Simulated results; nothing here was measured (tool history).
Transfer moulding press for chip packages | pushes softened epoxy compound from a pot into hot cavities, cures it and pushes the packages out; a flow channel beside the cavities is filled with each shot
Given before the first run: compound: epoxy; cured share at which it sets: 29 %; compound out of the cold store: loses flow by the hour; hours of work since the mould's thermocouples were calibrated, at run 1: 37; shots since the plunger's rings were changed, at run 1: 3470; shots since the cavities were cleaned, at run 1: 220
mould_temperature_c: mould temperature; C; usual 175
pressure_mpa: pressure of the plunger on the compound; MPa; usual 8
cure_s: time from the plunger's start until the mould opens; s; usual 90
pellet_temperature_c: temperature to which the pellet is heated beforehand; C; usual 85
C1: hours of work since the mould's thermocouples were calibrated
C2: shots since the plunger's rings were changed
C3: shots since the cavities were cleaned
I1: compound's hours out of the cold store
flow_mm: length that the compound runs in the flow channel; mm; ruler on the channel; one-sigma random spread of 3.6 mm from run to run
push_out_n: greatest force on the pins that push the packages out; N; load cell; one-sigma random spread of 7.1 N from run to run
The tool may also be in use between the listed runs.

{"run": 1, "hour": 0.0, "mould_temperature_c": 175, "pressure_mpa": 8, "cure_s": 90, "pellet_temperature_c": 85, "C1": 37, "C2": 3470, "C3": 220, "I1": 25.3, "flow_mm": 630, "push_out_n": 361}
{"run": 2, "hour": 9.6, "mould_temperature_c": 175, "pressure_mpa": 8, "cure_s": 90, "pellet_temperature_c": 85, "C1": 43, "C2": 3576, "C3": 326, "I1": 15.9, "flow_mm": 651, "push_out_n": 404}
{"hour": 20.0, "done": "cavities cleaned with cleaning compound and waxed"}
{"run": 3, "hour": 23.7, "mould_temperature_c": 175, "pressure_mpa": 8, "cure_s": 90, "pellet_temperature_c": 85, "C1": 50, "C2": 3714, "C3": 41, "I1": 33.6, "flow_mm": 594, "push_out_n": 301}
{"run": 4, "hour": 35.8, "mould_temperature_c": 169, "pressure_mpa": 8, "cure_s": 90, "pellet_temperature_c": 85, "C1": 57, "C2": 3848, "C3": 175, "I1": 17.2, "flow_mm": 658, "push_out_n": 572}
{"run": 5, "hour": 47.8, "mould_temperature_c": 169, "pressure_mpa": 8, "cure_s": 90, "pellet_temperature_c": 85, "C1": 64, "C2": 3981, "C3": 308, "I1": 24.1, "flow_mm": 637, "push_out_n": 596}
{"hour": 60.1, "done": "cavities cleaned with cleaning compound and waxed"}
{"run": 6, "hour": 64.1, "mould_temperature_c": 169, "pressure_mpa": 8, "cure_s": 90, "pellet_temperature_c": 85, "C1": 73, "C2": 4144, "C3": 44, "I1": 46.5, "flow_mm": 572, "push_out_n": 448}
{"run": 7, "hour": 80.2, "mould_temperature_c": 175, "pressure_mpa": 8, "cure_s": 90, "pellet_temperature_c": 85, "C1": 83, "C2": 4322, "C3": 222, "I1": 37.3, "flow_mm": 585, "push_out_n": 361}
{"hour": 83.3, "done": "mould's thermocouples calibrated"}
{"run": 8, "hour": 95.0, "mould_temperature_c": 175, "pressure_mpa": 8, "cure_s": 90, "pellet_temperature_c": 85, "C1": 7, "C2": 4463, "C3": 363, "I1": 30.6, "flow_mm": 608, "push_out_n": 387}
{"hour": 103.0, "done": "cavities cleaned with cleaning compound and waxed"}
{"run": 9, "hour": 111.1, "mould_temperature_c": 175, "pressure_mpa": 8, "cure_s": 90, "pellet_temperature_c": 85, "C1": 15, "C2": 4624, "C3": 89, "I1": 37.6, "flow_mm": 580, "push_out_n": 327}
{"run": 10, "hour": 120.0, "mould_temperature_c": 175, "pressure_mpa": 8, "cure_s": 90, "pellet_temperature_c": 85, "C1": 21, "C2": 4723, "C3": 188, "I1": 16.4, "flow_mm": 633, "push_out_n": 386}
{"hour": 133.2, "done": "mould's thermocouples calibrated, once more"}
{"run": 11, "hour": 135.1, "mould_temperature_c": 175, "pressure_mpa": 8, "cure_s": 90, "pellet_temperature_c": 85, "C1": 1, "C2": 4867, "C3": 332, "I1": 47.1, "flow_mm": 554, "push_out_n": 368}
{"hour": 146.0, "done": "cavities cleaned with cleaning compound and waxed"}
{"run": 12, "hour": 148.6, "mould_temperature_c": 176, "pressure_mpa": 7.19, "cure_s": 83, "pellet_temperature_c": 85, "C1": 8, "C2": 4999, "C3": 27, "I1": 44.9, "flow_mm": 525, "push_out_n": 335}
{"hour": 162.9, "done": "plunger's sealing rings changed"}
{"run": 13, "hour": 163.2, "mould_temperature_c": 180, "pressure_mpa": 9.21, "cure_s": 108, "pellet_temperature_c": 80, "C1": 15, "C2": 3, "C3": 162, "I1": 19.2, "flow_mm": 721, "push_out_n": 282}
{"run": 14, "hour": 172.5, "mould_temperature_c": 180, "pressure_mpa": 9.21, "cure_s": 108, "pellet_temperature_c": 80, "C1": 21, "C2": 105, "C3": 264, "I1": 44.6, "flow_mm": 649, "push_out_n": 298}
{"run": 15, "hour": 182.3, "mould_temperature_c": 180, "pressure_mpa": 9.21, "cure_s": 108, "pellet_temperature_c": 80, "C1": 27, "C2": 214, "C3": 373, "I1": 25.2, "flow_mm": 696, "push_out_n": 324}
{"hour": 189.7, "done": "cavities cleaned with cleaning compound and waxed"}
{"run": 16, "hour": 193.7, "mould_temperature_c": 175, "pressure_mpa": 9.4, "cure_s": 128, "pellet_temperature_c": 84, "C1": 32, "C2": 323, "C3": 44, "I1": 24.5, "flow_mm": 712, "push_out_n": 237}
{"run": 17, "hour": 204.2, "mould_temperature_c": 176, "pressure_mpa": 8.61, "cure_s": 116, "pellet_temperature_c": 93, "C1": 38, "C2": 438, "C3": 159, "I1": 44.8, "flow_mm": 631, "push_out_n": 276}
{"run": 18, "hour": 217.7, "mould_temperature_c": 176, "pressure_mpa": 7.54, "cure_s": 116, "pellet_temperature_c": 93, "C1": 46, "C2": 588, "C3": 309, "I1": 22.5, "flow_mm": 638, "push_out_n": 293}
{"hour": 229.5, "done": "cavities cleaned with cleaning compound and waxed"}
{"run": 19, "hour": 229.5, "mould_temperature_c": 176, "pressure_mpa": 7.54, "cure_s": 116, "pellet_temperature_c": 93, "C1": 52, "C2": 701, "C3": 0, "I1": 39.4, "flow_mm": 595, "push_out_n": 240}
{"run": 20, "hour": 246.0, "mould_temperature_c": 176, "pressure_mpa": 6.46, "cure_s": 117, "pellet_temperature_c": 83, "C1": 62, "C2": 883, "C3": 182, "I1": 22.5, "flow_mm": 594, "push_out_n": 271}

Hidden state or all else? Some run-to-run changes of flow_mm, split into what the settings, what came in and random variation would give without the hidden state, and what is left for the hidden state (with any gauge scatter that isn't in both results):
Hidden state present: true mould temperature over the reading, C; pressure that reaches the compound, % of what is set; grip of the stained cavities, % over clean ones'; drift of the gauge itself on flow_mm, %; drift of the gauge itself on push_out_n, %.
Run 3 -> 4: mould_temperature_c 175 -> 169. flow_mm +64 mm: hidden state -6, all else +70.
Run 12 -> 13: mould_temperature_c 176 -> 180, pressure_mpa 7.19 -> 9.21, cure_s 83 -> 108, pellet_temperature_c 85 -> 80, plunger's sealing rings changed. flow_mm +196 mm: hidden state +48, all else +148.
Run 16 -> 17: mould_temperature_c 175 -> 176, pressure_mpa 9.4 -> 8.61, cure_s 128 -> 116, pellet_temperature_c 84 -> 93. flow_mm -81 mm: hidden state -1, all else -80.
